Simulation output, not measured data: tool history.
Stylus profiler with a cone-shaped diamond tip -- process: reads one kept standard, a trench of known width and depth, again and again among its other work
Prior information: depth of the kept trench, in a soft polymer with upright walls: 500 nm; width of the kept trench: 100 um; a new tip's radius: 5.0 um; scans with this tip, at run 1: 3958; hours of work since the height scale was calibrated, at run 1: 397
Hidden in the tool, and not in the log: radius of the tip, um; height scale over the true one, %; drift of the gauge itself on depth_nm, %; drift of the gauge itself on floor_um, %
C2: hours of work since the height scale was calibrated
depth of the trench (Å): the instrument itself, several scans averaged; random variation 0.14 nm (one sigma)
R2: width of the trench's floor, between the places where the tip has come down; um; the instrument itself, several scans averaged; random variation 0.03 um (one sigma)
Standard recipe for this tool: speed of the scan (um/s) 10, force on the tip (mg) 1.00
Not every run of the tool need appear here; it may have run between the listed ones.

Run 1, hour 0.0: usual settings; scans with this tip 3958; C2 397. Result: depth of the trench (Å) 5031.6, R2 94.64 um.
Run 2, hour 16.9: usual settings; scans with this tip 4038; C2 405. Result: depth of the trench (Å) 5032.7, R2 94.65 um.
Run 3, hour 35.4: usual settings; scans with this tip 4126; C2 414. Result: depth of the trench (Å) 5033.5, R2 94.58 um.
Run 4, hour 55.4: usual settings; scans with this tip 4222; C2 424. Result: depth of the trench (Å) 5032.6, R2 94.56 um.
Run 5, hour 80.8: usual settings but speed of the scan (um/s) 35; scans with this tip 4343; C2 436. Result: depth of the trench (Å) 5032.2, R2 94.36 um.
Run 6, hour 109.4: usual settings but speed of the scan (um/s) 35; scans with this tip 4479; C2 449. Result: depth of the trench (Å) 5033.4, R2 94.28 um.
Run 7, hour 135.6: usual settings but speed of the scan (um/s) 35; scans with this tip 4604; C2 462. Result: depth of the trench (Å) 5035.7, R2 94.31 um.
Run 8, hour 170.8: usual settings but speed of the scan (um/s) 35; scans with this tip 4772; C2 479. Result: depth of the trench (Å) 5034.8, R2 94.24 um.
Run 9, hour 192.8: usual settings but speed of the scan (um/s) 35; scans with this tip 4876; C2 489. Result: depth of the trench (Å) 5035.0, R2 94.21 um.
Run 10, hour 208.6: usual settings but speed of the scan (um/s) 35; scans with this tip 4952; C2 497. Result: depth of the trench (Å) 5034.7, R2 94.18 um.
Run 11, hour 229.2: usual settings; scans with this tip 5050; C2 507. Result: depth of the trench (Å) 5033.2, R2 94.43 um.
Run 12, hour 260.1: usual settings but force on the tip (mg) 0.84; scans with this tip 5197; C2 521. Result: depth of the trench (Å) 5030.8, R2 94.44 um.
Run 13, hour 296.5: usual settings; scans with this tip 5371; C2 539. Result: depth of the trench (Å) 5035.0, R2 94.45 um.
Run 14, hour 331.8: usual settings; scans with this tip 5539; C2 556. Result: depth of the trench (Å) 5035.4, R2 94.37 um.
Run 15, hour 360.2: usual settings; scans with this tip 5674; C2 569. Result: depth of the trench (Å) 5035.5, R2 94.31 um.
Run 16, hour 395.0: usual settings; scans with this tip 5840; C2 586. Result: depth of the trench (Å) 5035.6, R2 94.31 um.
Run 17, hour 418.2: usual settings but speed of the scan (um/s) 8; scans with this tip 5950; C2 597. Result: depth of the trench (Å) 5036.4, R2 94.28 um.
Run 18, hour 443.4: usual settings but speed of the scan (um/s) 8; scans with this tip 6070; C2 609. Result: depth of the trench (Å) 5036.7, R2 94.24 um.
Run 19, hour 481.0: usual settings but speed of the scan (um/s) 3; scans with this tip 6249; C2 627. Result: depth of the trench (Å) 5037.4, R2 94.23 um.
Run 20, hour 507.6: usual settings but speed of the scan (um/s) 3; scans with this tip 6376; C2 640. Result: depth of the trench (Å) 5035.1, R2 94.27 um.
At hour 511.0: height scale calibrated on a step standard.
Run 21, hour 545.7: usual settings but speed of the scan (um/s) 3; scans with this tip 6555; C2 17. Result: depth of the trench (Å) 5046.5, R2 94.20 um.
Run 22, hour 584.8: usual settings but speed of the scan (um/s) 11; scans with this tip 6741; C2 35. Result: depth of the trench (Å) 5046.0, R2 94.16 um.
Run 23, hour 615.7: usual settings but speed of the scan (um/s) 11; scans with this tip 6889; C2 50. Result: depth of the trench (Å) 5045.6, R2 94.06 um.
Run 24, hour 651.1: usual settings but speed of the scan (um/s) 11; scans with this tip 7057; C2 67. Result: depth of the trench (Å) 5046.9, R2 94.09 um.
Run 25, hour 683.1: usual settings but speed of the scan (um/s) 6, force on the tip (mg) 2.34; scans with this tip 7210; C2 82. Result: depth of the trench (Å) 5067.7, R2 94.13 um.
At hour 715.3: height scale calibrated on a step standard, once more.
Run 26, hour 716.1: usual settings but speed of the scan (um/s) 6, force on the tip (mg) 2.34; scans with this tip 7365; C2 0. Result: depth of the trench (Å) 5042.2, R2 94.06 um.
Run 27, hour 754.3: usual settings but speed of the scan (um/s) 5, force on the tip (mg) 0.54; scans with this tip 7547; C2 19. Result: depth of the trench (Å) 5017.9, R2 93.96 um.
Run 28, hour 770.8: usual settings but speed of the scan (um/s) 2, force on the tip (mg) 0.34; scans with this tip 7625; C2 27. Result: depth of the trench (Å) 5014.5, R2 94.02 um.
Run 29, hour 799.5: usual settings but speed of the scan (um/s) 4, force on the tip (mg) 0.34; scans with this tip 7762; C2 40. Result: depth of the trench (Å) 5014.2, R2 93.95 um.
Run 30, hour 823.1: usual settings but speed of the scan (um/s) 32, force on the tip (mg) 0.67; scans with this tip 7875; C2 52. Result: depth of the trench (Å) 5017.8, R2 93.62 um.
Run 31, hour 861.9: usual settings but speed of the scan (um/s) 6; scans with this tip 8060; C2 70. Result: depth of the trench (Å) 5024.0, R2 93.94 um.
Run 32, hour 894.6: usual settings but speed of the scan (um/s) 6; scans with this tip 8215; C2 86. Result: depth of the trench (Å) 5027.8, R2 93.87 um.
Run 33, hour 933.8: usual settings but speed of the scan (um/s) 11, force on the tip (mg) 0.57; scans with this tip 8402; C2 104. Result: depth of the trench (Å) 5022.5, R2 93.79 um.
Run 34, hour 969.5: usual settings but speed of the scan (um/s) 20, force on the tip (mg) 0.61; scans with this tip 8572; C2 121. Result: depth of the trench (Å) 5022.4, R2 93.66 um.
Run 35, hour 985.6: usual settings but speed of the scan (um/s) 25, force on the tip (mg) 1.40; scans with this tip 8648; C2 129. Result: depth of the trench (Å) 5032.5, R2 93.69 um.
Run 36, hour 1005.9: usual settings but speed of the scan (um/s) 25, force on the tip (mg) 1.40; scans with this tip 8745; C2 139. Result: depth of the trench (Å) 5031.3, R2 93.69 um.
Run 37, hour 1042.7: usual settings but speed of the scan (um/s) 36, force on the tip (mg) 2.27; scans with this tip 8921; C2 157. Result: depth of the trench (Å) 5047.6, R2 93.60 um.
Run 38, hour 1081.1: usual settings but speed of the scan (um/s) 36, force on the tip (mg) 2.27; scans with this tip 9104; C2 175. Result: depth of the trench (Å) 5046.1, R2 93.55 um.
Run 39, hour 1110.8: usual settings but force on the tip (mg) 2.04; scans with this tip 9245; C2 189. Result: depth of the trench (Å) 5042.8, R2 93.66 um.
Run 40, hour 1148.7: usual settings but force on the tip (mg) 2.04; scans with this tip 9426; C2 207. Result: depth of the trench (Å) 5044.5, R2 93.69 um.
Run 41, hour 1168.6: usual settings but force on the tip (mg) 2.04; scans with this tip 9520; C2 217. Result: depth of the trench (Å) 5044.2, R2 93.60 um.
Run 42, hour 1187.8: usual settings but speed of the scan (um/s) 13, force on the tip (mg) 2.02; scans with this tip 9612; C2 226. Result: depth of the trench (Å) 5044.4, R2 93.60 um.
Run 43, hour 1204.0: usual settings but speed of the scan (um/s) 13, force on the tip (mg) 2.02; scans with this tip 9689; C2 234. Result: depth of the trench (Å) 5042.6, R2 93.64 um.
Run 44, hour 1237.7: usual settings but speed of the scan (um/s) 30, force on the tip (mg) 1.62; scans with this tip 9850; C2 250. Result: depth of the trench (Å) 5038.3, R2 93.45 um.
Run 45, hour 1273.5: usual settings but speed of the scan (um/s) 30, force on the tip (mg) 1.62; scans with this tip 10020; C2 267. Result: depth of the trench (Å) 5038.4, R2 93.45 um.

Hidden state or all else? Some run-to-run changes of depth of the trench (Å), split into what the settings, what came in and random variation would give without the hidden state, and what is left for the hidden state (with any gauge scatter that isn't in both results):
Run 20 -> 21: height scale calibrated on a step standard. depth of the trench (Å) +11.4: hidden state +8.9, all else +2.5.
Run 24 -> 25: speed of the scan (um/s) 11 -> 6, force on the tip (mg) 1.00 -> 2.34. depth of the trench (Å) +20.8: hidden state +0.3, all else +20.5.
Run 25 -> 26: height scale calibrated on a step standard, once more. depth of the trench (Å) -25.5: hidden state -22.7, all else -2.8.
Run 26 -> 27: speed of the scan (um/s) 6 -> 5, force on the tip (mg) 2.34 -> 0.54. depth of the trench (Å) -24.3: hidden state +0.4, all else -24.7.
Run 32 -> 33: speed of the scan (um/s) 6 -> 11, force on the tip (mg) 1.00 -> 0.57. depth of the trench (Å) -5.3: hidden state +0.5, all else -5.8.
